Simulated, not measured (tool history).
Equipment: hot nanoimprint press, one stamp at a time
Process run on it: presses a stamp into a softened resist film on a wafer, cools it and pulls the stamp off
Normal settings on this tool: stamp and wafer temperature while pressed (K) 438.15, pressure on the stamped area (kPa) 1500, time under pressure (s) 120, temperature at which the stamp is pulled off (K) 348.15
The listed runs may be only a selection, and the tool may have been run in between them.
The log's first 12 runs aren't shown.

run	day	stamp and wafer temperature while pressed (K)	pressure on the stamped area (kPa)	time under pressure (s)	temperature at which the stamp is pulled off (K)	hours of work since the thermocouple was calibrated	imprints on the stamp's release coat	hours of work since the press's seals were changed	resist left under the stamp's widest pad (angstrom)	greatest force while the stamp is pulled off (N)
13	20.271	438.15	1500	120	345.15	342	257	80	779	243
14	22.262	438.15	1500	120	345.15	371	404	109	777	248
15	23.892	438.15	1500	120	348.15	396	524	134	777	249
16	25.854	438.15	1500	120	348.15	425	670	163	767	246
17	28.238	438.15	1500	120	348.15	461	846	199	761	260
18	30.017	429.15	1500	120	348.15	487	977	225	1057	267
19	32.117	435.15	1500	143	349.15	519	1132	256	793	257
# day 32.825: plate thermocouple calibrated
20	33.429	435.15	1500	143	349.15	9	1220	274	857	287
# day 34.417: stamp cleaned and given a new release coat
21	35.083	438.15	1500	120	333.15	30	49	295	821	308
22	36.083	440.15	1400	112	350.15	45	123	310	811	215
23	37.692	427.15	1280	135	355.15	69	241	334	1244	194
24	39.721	428.15	980	113	341.15	99	392	364	1389	275
25	42.042	428.15	980	113	341.15	134	563	399	1389	292
26	43.746	446.15	1990	62	356.15	159	689	425	671	216
27	44.804	446.15	1990	62	347.15	175	767	440	665	264
28	47.062	439.15	1330	239	355.15	209	934	474	630	226
29	48.542	430.15	1070	186	346.15	231	1043	496	1084	288
30	49.808	435.15	1070	186	346.15	250	1137	515	898	294
31	51.367	436.15	2110	186	352.15	273	1252	538	605	259

Alternative continuations, all from the tool just after run 31; predict every row:
# day 51.85: stamp cleaned and given a new release coat
A	53.329	436.15	940	186	342.15	299	110	564	?	?
# day 51.85: stamp cleaned and given a new release coat
B	53.329	440.15	2110	186	352.15	299	110	564	?	?
# day 51.85: stamp cleaned and given a new release coat
C	53.329	436.15	2000	186	352.15	299	110	564	?	?

run	resist left under the stamp's widest pad (angstrom)	greatest force while the stamp is pulled off (N)
A	921	247
B	516	203
C	619	202
Stripped of hidden state, with their random variation kept, the same runs would have yielded:
run	resist left under the stamp's widest pad (angstrom)	greatest force while the stamp is pulled off (N)
A	961	247
B	534	205
C	643	203

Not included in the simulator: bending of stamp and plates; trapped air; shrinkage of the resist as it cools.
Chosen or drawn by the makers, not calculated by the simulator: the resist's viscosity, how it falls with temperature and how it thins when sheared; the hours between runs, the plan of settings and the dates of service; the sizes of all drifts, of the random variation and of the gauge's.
